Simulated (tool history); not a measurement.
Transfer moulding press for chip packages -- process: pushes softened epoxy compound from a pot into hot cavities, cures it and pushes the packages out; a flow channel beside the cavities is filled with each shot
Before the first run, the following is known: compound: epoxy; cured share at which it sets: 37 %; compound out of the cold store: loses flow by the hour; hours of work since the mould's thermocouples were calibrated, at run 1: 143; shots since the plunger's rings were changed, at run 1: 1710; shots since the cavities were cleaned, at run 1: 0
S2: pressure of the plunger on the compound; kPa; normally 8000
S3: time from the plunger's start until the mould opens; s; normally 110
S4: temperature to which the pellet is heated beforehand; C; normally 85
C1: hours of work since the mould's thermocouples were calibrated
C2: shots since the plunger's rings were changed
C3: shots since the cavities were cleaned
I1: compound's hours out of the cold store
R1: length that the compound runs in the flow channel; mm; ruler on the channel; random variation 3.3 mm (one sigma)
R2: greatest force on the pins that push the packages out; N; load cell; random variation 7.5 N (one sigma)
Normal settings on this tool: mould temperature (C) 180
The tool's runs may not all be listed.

run 1 hour=0 | mould_temperature_(C)=180 S2=8000 S3=110 S4=85 | C1=143 C2=1710 C3=0 | I1=12.5 | R1=806 R2=344
run 2 hour=23.3 | mould_temperature_(C)=180 S2=8000 S3=110 S4=89 | C1=153 C2=1871 C3=161 | I1=38 | R1=762 R2=340
run 3 hour=54.5 | mould_temperature_(C)=180 S2=8000 S3=110 S4=89 | C1=166 C2=2086 C3=376 | I1=8.6 | R1=822 R2=341
-- hour=72.4 cavities cleaned with cleaning compound and waxed
run 4 hour=77 | mould_temperature_(C)=180 S2=8000 S3=110 S4=89 | C1=175 C2=2231 C3=31 | I1=25.6 | R1=779 R2=363
run 5 hour=94.4 | mould_temperature_(C)=180 S2=8000 S3=110 S4=89 | C1=183 C2=2352 C3=152 | I1=46.3 | R1=749 R2=324
run 6 hour=116.4 | mould_temperature_(C)=180 S2=8000 S3=110 S4=89 | C1=192 C2=2504 C3=304 | I1=33.7 | R1=768 R2=343
run 7 hour=131.7 | mould_temperature_(C)=181 S2=8000 S3=110 S4=89 | C1=199 C2=2609 C3=409 | I1=47.9 | R1=734 R2=315
-- hour=145.8 cavities cleaned with cleaning compound and waxed
run 8 hour=159.4 | mould_temperature_(C)=180 S2=6870 S3=110 S4=85 | C1=210 C2=2790 C3=94 | I1=21.2 | R1=731 R2=350
run 9 hour=194.2 | mould_temperature_(C)=180 S2=8000 S3=110 S4=85 | C1=225 C2=3030 C3=334 | I1=46.1 | R1=744 R2=331
run 10 hour=212.6 | mould_temperature_(C)=180 S2=8000 S3=110 S4=85 | C1=233 C2=3158 C3=462 | I1=43.9 | R1=748 R2=357
-- hour=219.1 cavities cleaned with cleaning compound and waxed
run 11 hour=234.8 | mould_temperature_(C)=180 S2=8000 S3=110 S4=85 | C1=242 C2=3301 C3=109 | I1=47 | R1=739 R2=335
run 12 hour=251.9 | mould_temperature_(C)=180 S2=8000 S3=110 S4=85 | C1=249 C2=3419 C3=227 | I1=43.8 | R1=750 R2=322
run 13 hour=286.3 | mould_temperature_(C)=180 S2=8000 S3=110 S4=85 | C1=264 C2=3656 C3=464 | I1=13.9 | R1=805 R2=344
-- hour=292.3 cavities cleaned with cleaning compound and waxed
run 14 hour=311.5 | mould_temperature_(C)=180 S2=8000 S3=139 S4=85 | C1=274 C2=3820 C3=132 | I1=42.1 | R1=757 R2=257
run 15 hour=335.1 | mould_temperature_(C)=186 S2=7870 S3=110 S4=83 | C1=284 C2=3984 C3=296 | I1=30.4 | R1=758 R2=280
-- hour=366.8 cavities cleaned with cleaning compound and waxed
run 16 hour=367.6 | mould_temperature_(C)=186 S2=7870 S3=110 S4=83 | C1=297 C2=4197 C3=5 | I1=22.8 | R1=768 R2=271
run 17 hour=403.1 | mould_temperature_(C)=172 S2=8610 S3=104 S4=85 | C1=313 C2=4443 C3=251 | I1=11.2 | R1=871 R2=679
-- hour=440.4 cavities cleaned with cleaning compound and waxed
run 18 hour=440.4 | mould_temperature_(C)=172 S2=8610 S3=104 S4=85 | C1=328 C2=4690 C3=0 | I1=15.1 | R1=859 R2=694
-- hour=467 plunger's sealing rings changed
run 19 hour=479.4 | mould_temperature_(C)=172 S2=8610 S3=104 S4=85 | C1=344 C2=85 C3=252 | I1=39.6 | R1=808 R2=626
-- hour=515 cavities cleaned with cleaning compound and waxed
run 20 hour=518.5 | mould_temperature_(C)=172 S2=8610 S3=104 S4=85 | C1=360 C2=345 C3=24 | I1=44.3 | R1=797 R2=657
run 21 hour=545.5 | mould_temperature_(C)=172 S2=8610 S3=131 S4=87 | C1=371 C2=532 C3=211 | I1=34.8 | R1=822 R2=401
run 22 hour=581.6 | mould_temperature_(C)=172 S2=8610 S3=131 S4=87 | C1=387 C2=781 C3=460 | I1=9.2 | R1=867 R2=419
-- hour=588.3 cavities cleaned with cleaning compound and waxed
run 23 hour=603.2 | mould_temperature_(C)=180 S2=8740 S3=110 S4=85 | C1=395 C2=920 C3=103 | I1=31.2 | R1=811 R2=347
run 24 hour=625.5 | mould_temperature_(C)=181 S2=6140 S3=93 S4=90 | C1=405 C2=1074 C3=257 | I1=44.4 | R1=653 R2=426
run 25 hour=641.2 | mould_temperature_(C)=178 S2=8000 S3=110 S4=93 | C1=412 C2=1182 C3=365 | I1=47 | R1=745 R2=367
-- hour=661.4 cavities cleaned with cleaning compound and waxed
run 26 hour=662.4 | mould_temperature_(C)=178 S2=8000 S3=110 S4=93 | C1=420 C2=1318 C3=7 | I1=34 | R1=775 R2=375
run 27 hour=688.5 | mould_temperature_(C)=178 S2=8000 S3=110 S4=93 | C1=431 C2=1499 C3=188 | I1=35.4 | R1=766 R2=382
run 28 hour=711.8 | mould_temperature_(C)=178 S2=8000 S3=110 S4=93 | C1=441 C2=1660 C3=349 | I1=36.2 | R1=768 R2=382

Consider 3 possible next runs. They are alternatives, not a sequence: every one starts from the tool as it was left by run 28. What does each give?
-- hour=733.7 cavities cleaned with cleaning compound and waxed
run A hour=748.6 | mould_temperature_(C)=181 S2=8000 S3=110 S4=76 | C1=456 C2=1904 C3=103 | I1=18.9 | R1=? R2=?
-- hour=733.7 cavities cleaned with cleaning compound and waxed
run B hour=748.6 | mould_temperature_(C)=178 S2=8000 S3=110 S4=95 | C1=456 C2=1904 C3=103 | I1=12.4 | R1=? R2=?
-- hour=733.7 cavities cleaned with cleaning compound and waxed
run C hour=748.6 | mould_temperature_(C)=177 S2=8000 S3=94 S4=85 | C1=456 C2=1904 C3=103 | I1=20.5 | R1=? R2=?

run=A R1=796 R2=335
run=B R1=816 R2=390
run=C R1=802 R2=585
With the hidden condition removed and each run's random variation left untouched, the same runs would have given:
run=A R1=797 R2=335
run=B R1=817 R2=389
run=C R1=802 R2=584
